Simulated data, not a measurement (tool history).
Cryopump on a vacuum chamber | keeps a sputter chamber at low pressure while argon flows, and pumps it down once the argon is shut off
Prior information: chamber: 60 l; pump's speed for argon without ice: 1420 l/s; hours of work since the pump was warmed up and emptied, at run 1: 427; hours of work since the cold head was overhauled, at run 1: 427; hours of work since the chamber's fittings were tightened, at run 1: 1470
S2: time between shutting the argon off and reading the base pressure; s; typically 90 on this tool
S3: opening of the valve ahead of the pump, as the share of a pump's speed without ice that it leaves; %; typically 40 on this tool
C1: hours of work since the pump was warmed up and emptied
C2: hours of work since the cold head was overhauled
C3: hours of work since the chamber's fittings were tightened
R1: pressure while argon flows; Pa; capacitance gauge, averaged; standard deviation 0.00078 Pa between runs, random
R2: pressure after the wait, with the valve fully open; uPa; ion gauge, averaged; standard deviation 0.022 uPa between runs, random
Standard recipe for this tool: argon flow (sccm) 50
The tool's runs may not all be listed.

{"run": 1, "day": 0.0, "argon flow (sccm)": 50, "S2": 90, "S3": 40, "C1": 427, "C2": 427, "C3": 1470, "R1": 0.1666, "R2": 1.99}
{"run": 2, "day": 1.104, "argon flow (sccm)": 50, "S2": 90, "S3": 53, "C1": 444, "C2": 444, "C3": 1487, "R1": 0.1312, "R2": 2.09}
{"run": 3, "day": 2.396, "argon flow (sccm)": 50, "S2": 81, "S3": 40, "C1": 463, "C2": 463, "C3": 1506, "R1": 0.1694, "R2": 2.26}
{"run": 4, "day": 3.638, "argon flow (sccm)": 50, "S2": 81, "S3": 40, "C1": 481, "C2": 481, "C3": 1524, "R1": 0.171, "R2": 2.27}
{"run": 5, "day": 4.662, "argon flow (sccm)": 50, "S2": 81, "S3": 38, "C1": 496, "C2": 496, "C3": 1540, "R1": 0.1796, "R2": 2.3}
{"run": 6, "day": 6.508, "argon flow (sccm)": 50, "S2": 81, "S3": 38, "C1": 524, "C2": 524, "C3": 1567, "R1": 0.1809, "R2": 2.3}
{"run": 7, "day": 8.062, "argon flow (sccm)": 50, "S2": 81, "S3": 38, "C1": 547, "C2": 547, "C3": 1590, "R1": 0.1818, "R2": 2.33}
{"run": 8, "day": 10.454, "argon flow (sccm)": 34, "S2": 81, "S3": 38, "C1": 582, "C2": 582, "C3": 1626, "R1": 0.1268, "R2": 2.49}
{"day": 11.204, "done": "pump warmed up, emptied and cooled again"}
{"run": 9, "day": 12.892, "argon flow (sccm)": 34, "S2": 81, "S3": 38, "C1": 25, "C2": 616, "C3": 1659, "R1": 0.1076, "R2": 1.86}
{"run": 10, "day": 15.108, "argon flow (sccm)": 34, "S2": 81, "S3": 38, "C1": 58, "C2": 648, "C3": 1692, "R1": 0.1068, "R2": 1.89}
{"run": 11, "day": 17.512, "argon flow (sccm)": 33, "S2": 203, "S3": 24, "C1": 94, "C2": 684, "C3": 1727, "R1": 0.1672, "R2": 1.64}
{"run": 12, "day": 19.304, "argon flow (sccm)": 33, "S2": 203, "S3": 24, "C1": 120, "C2": 711, "C3": 1754, "R1": 0.1665, "R2": 1.73}
{"run": 13, "day": 21.292, "argon flow (sccm)": 48, "S2": 90, "S3": 40, "C1": 150, "C2": 740, "C3": 1783, "R1": 0.1485, "R2": 2.03}
{"run": 14, "day": 23.175, "argon flow (sccm)": 48, "S2": 20, "S3": 37, "C1": 178, "C2": 768, "C3": 1811, "R1": 0.161, "R2": 3.64}
{"run": 15, "day": 25.246, "argon flow (sccm)": 66, "S2": 24, "S3": 54, "C1": 208, "C2": 799, "C3": 1842, "R1": 0.1553, "R2": 3.28}
{"run": 16, "day": 26.504, "argon flow (sccm)": 65, "S2": 72, "S3": 33, "C1": 227, "C2": 818, "C3": 1861, "R1": 0.2464, "R2": 2.29}
{"run": 17, "day": 27.483, "argon flow (sccm)": 24, "S2": 54, "S3": 54, "C1": 242, "C2": 832, "C3": 1875, "R1": 0.0569, "R2": 2.46}
{"run": 18, "day": 29.867, "argon flow (sccm)": 62, "S2": 90, "S3": 29, "C1": 277, "C2": 868, "C3": 1911, "R1": 0.2666, "R2": 2.23}
{"run": 19, "day": 32.012, "argon flow (sccm)": 21, "S2": 274, "S3": 26, "C1": 309, "C2": 899, "C3": 1943, "R1": 0.101, "R2": 2}

Selected run-to-run steps in R1, each split into two signed amounts: the part the tool would show with no hidden state at all (from settings, incoming material and random variation), and the remainder, which goes to the hidden state together with any gauge scatter not common to the measured and the hidden-state-free results:
Hidden conditions of the tool in this case: pump's speed, % of a pump's without ice; cold plate's temperature, K; leak into the chamber, uPa l/s; drift of the gauge itself on working_pa, %; drift of the gauge itself on base_upa, %.
Run 8 -> 9: pump warmed up, emptied and cooled again. R1 -0.0192 Pa: hidden state -0.0187, all else -0.0005.
Run 17 -> 18: argon flow (sccm) 24 -> 62, S2 54 -> 90, S3 54 -> 29. R1 +0.2097 Pa: hidden state +0.0092, all else +0.2005.
